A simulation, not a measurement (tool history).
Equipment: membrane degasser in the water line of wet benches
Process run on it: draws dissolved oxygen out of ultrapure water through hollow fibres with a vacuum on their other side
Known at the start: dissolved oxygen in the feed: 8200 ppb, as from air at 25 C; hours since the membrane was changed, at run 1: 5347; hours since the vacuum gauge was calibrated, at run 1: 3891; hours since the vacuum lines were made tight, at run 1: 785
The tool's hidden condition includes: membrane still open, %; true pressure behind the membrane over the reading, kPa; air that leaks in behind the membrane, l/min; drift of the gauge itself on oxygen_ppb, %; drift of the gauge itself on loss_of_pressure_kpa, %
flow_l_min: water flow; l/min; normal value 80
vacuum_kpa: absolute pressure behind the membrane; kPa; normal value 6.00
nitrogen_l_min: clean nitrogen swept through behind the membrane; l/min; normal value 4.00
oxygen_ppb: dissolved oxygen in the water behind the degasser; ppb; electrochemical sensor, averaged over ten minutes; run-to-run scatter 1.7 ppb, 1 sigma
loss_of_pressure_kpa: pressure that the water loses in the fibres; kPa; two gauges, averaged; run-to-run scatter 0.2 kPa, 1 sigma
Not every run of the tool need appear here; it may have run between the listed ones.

run,hour,flow_l_min,vacuum_kpa,nitrogen_l_min,hours since the membrane was changed,hours since the vacuum gauge was calibrated,hours since the vacuum lines were made tight,oxygen_ppb,loss_of_pressure_kpa
1,0.0,80,6.00,4.00,5347,3891,785,164.9,42.37
2,96.4,91,6.00,4.00,5444,3988,881,213.3,48.16
3,223.4,80,4.58,4.00,5571,4115,1008,107.2,42.78
# hour 266.5: vacuum gauge calibrated
4,317.5,80,4.58,4.00,5664,51,1102,105.9,42.61
5,450.3,80,4.58,4.00,5797,184,1235,105.4,42.41
6,598.2,80,4.58,4.00,5945,332,1383,103.9,42.77
7,725.8,80,6.00,4.00,6072,459,1510,165.7,43.07
8,819.3,80,6.00,5.63,6166,553,1604,134.5,42.81
9,908.0,80,6.00,5.63,6255,642,1692,135.5,42.78
10,1045.7,80,8.81,5.63,6392,779,1830,218.6,43.07
11,1149.3,80,8.81,5.63,6496,883,1934,221.9,42.85
12,1253.7,80,8.81,5.63,6600,987,2038,222.4,42.38
13,1361.8,80,4.31,5.63,6708,1095,2146,81.5,42.98
14,1481.6,80,4.31,5.63,6828,1215,2266,81.3,43.22
15,1620.1,80,6.00,3.77,6967,1354,2405,173.6,43.06
16,1786.6,80,6.00,3.77,7133,1520,2571,172.4,43.02
17,1940.6,117,4.78,9.55,7287,1674,2725,227.5,63.51
18,2089.7,117,4.78,9.55,7436,1823,2874,222.5,63.10
19,2192.5,57,6.84,9.55,7539,1926,2977,61.1,30.98
20,2337.8,68,11.65,4.00,7684,2071,3122,334.5,37.13
21,2488.0,68,11.65,8.51,7835,2222,3272,178.5,36.80
22,2658.4,68,5.07,8.51,8005,2392,3443,56.9,37.00
# hour 2720.9: gauge calibrated
23,2737.4,78,5.07,8.51,8084,2471,3522,80.9,41.90
24,2884.3,118,7.08,6.83,8231,2618,3669,332.4,62.60
25,3042.7,80,6.00,3.03,8389,2776,3827,198.9,42.72
26,3175.7,80,6.00,3.03,8522,2909,3960,200.5,42.42
27,3326.6,80,6.00,3.03,8673,3060,4111,200.7,42.52
28,3474.8,60,6.00,2.47,8821,3208,4259,154.5,31.93
29,3618.1,60,6.00,2.47,8965,3352,4403,156.3,32.02
30,3723.7,60,6.00,2.47,9070,3457,4508,157.4,32.21
31,3814.9,60,8.61,9.38,9162,3548,4599,93.4,32.26
32,3894.4,60,3.86,9.38,9241,3628,4679,21.0,32.36

Forecast each of these 3 alternatives for the next run:
A,4034.4,88,3.94,4.00,9381,3768,4819,?,?
B,4034.4,82,6.00,4.00,9381,3768,4819,?,?
C,4034.4,78,6.00,4.25,9381,3768,4819,?,?

run,oxygen_ppb,loss_of_pressure_kpa
A,101.0,47.64
B,172.1,43.93
C,155.3,42.10
With no hidden state in the tool, these same runs would have given:
run,oxygen_ppb,loss_of_pressure_kpa
A,100.8,47.01
B,172.0,43.34
C,155.2,41.54
